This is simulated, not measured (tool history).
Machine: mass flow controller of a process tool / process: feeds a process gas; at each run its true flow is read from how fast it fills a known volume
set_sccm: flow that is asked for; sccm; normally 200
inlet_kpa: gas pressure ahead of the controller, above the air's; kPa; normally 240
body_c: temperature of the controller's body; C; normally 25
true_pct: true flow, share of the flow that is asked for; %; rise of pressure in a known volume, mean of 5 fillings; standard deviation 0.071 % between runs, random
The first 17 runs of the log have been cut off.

run 18 hour=2660 | set_sccm=200 inlet_kpa=240 body_c=25 | true_pct=99.52
run 19 hour=2770.5 | set_sccm=200 inlet_kpa=240 body_c=35 | true_pct=100.17
run 20 hour=2905 | set_sccm=467 inlet_kpa=240 body_c=25 | true_pct=100.03
run 21 hour=3015.9 | set_sccm=467 inlet_kpa=240 body_c=37 | true_pct=100.8
run 22 hour=3148.6 | set_sccm=81 inlet_kpa=187 body_c=25 | true_pct=99.26
run 23 hour=3279.7 | set_sccm=81 inlet_kpa=187 body_c=25 | true_pct=99.03
run 24 hour=3453.1 | set_sccm=81 inlet_kpa=187 body_c=25 | true_pct=99.19
run 25 hour=3577 | set_sccm=81 inlet_kpa=187 body_c=25 | true_pct=99.21
run 26 hour=3682.9 | set_sccm=52 inlet_kpa=148 body_c=25 | true_pct=98.96
run 27 hour=3863.9 | set_sccm=134 inlet_kpa=150 body_c=25 | true_pct=99.19
run 28 hour=4018.7 | set_sccm=134 inlet_kpa=150 body_c=25 | true_pct=99.21
run 29 hour=4180.4 | set_sccm=200 inlet_kpa=160 body_c=27 | true_pct=99.26
run 30 hour=4353.5 | set_sccm=467 inlet_kpa=240 body_c=25 | true_pct=100.15
run 31 hour=4465.3 | set_sccm=467 inlet_kpa=267 body_c=35 | true_pct=100.72
run 32 hour=4631.8 | set_sccm=467 inlet_kpa=267 body_c=35 | true_pct=101.02
run 33 hour=4830.8 | set_sccm=70 inlet_kpa=164 body_c=38 | true_pct=99.95
run 34 hour=5029.4 | set_sccm=70 inlet_kpa=164 body_c=28 | true_pct=99.26
run 35 hour=5185.2 | set_sccm=277 inlet_kpa=174 body_c=25 | true_pct=99.63
run 36 hour=5338 | set_sccm=200 inlet_kpa=242 body_c=27 | true_pct=99.6
run 37 hour=5456.5 | set_sccm=200 inlet_kpa=183 body_c=21 | true_pct=99.14
run 38 hour=5630 | set_sccm=200 inlet_kpa=183 body_c=21 | true_pct=99.09
run 39 hour=5739.9 | set_sccm=200 inlet_kpa=197 body_c=36 | true_pct=100.27
run 40 hour=5907.1 | set_sccm=175 inlet_kpa=158 body_c=25 | true_pct=99.22
run 41 hour=6023.4 | set_sccm=305 inlet_kpa=207 body_c=25 | true_pct=99.71

4 ways to go on from here, each from the tool as it stands after run 41. What would each give?
run A hour=6170.9 | set_sccm=276 inlet_kpa=181 body_c=31 | true_pct=?
run B hour=6170.9 | set_sccm=305 inlet_kpa=183 body_c=25 | true_pct=?
run C hour=6170.9 | set_sccm=147 inlet_kpa=207 body_c=31 | true_pct=?
run D hour=6170.9 | set_sccm=452 inlet_kpa=198 body_c=25 | true_pct=?

run=A true_pct=99.88
run=B true_pct=99.55
run=C true_pct=99.72
run=D true_pct=99.91
Without the tool's hidden state the same runs would have given:
run=A true_pct=99.89
run=B true_pct=99.56
run=C true_pct=99.73
run=D true_pct=99.92

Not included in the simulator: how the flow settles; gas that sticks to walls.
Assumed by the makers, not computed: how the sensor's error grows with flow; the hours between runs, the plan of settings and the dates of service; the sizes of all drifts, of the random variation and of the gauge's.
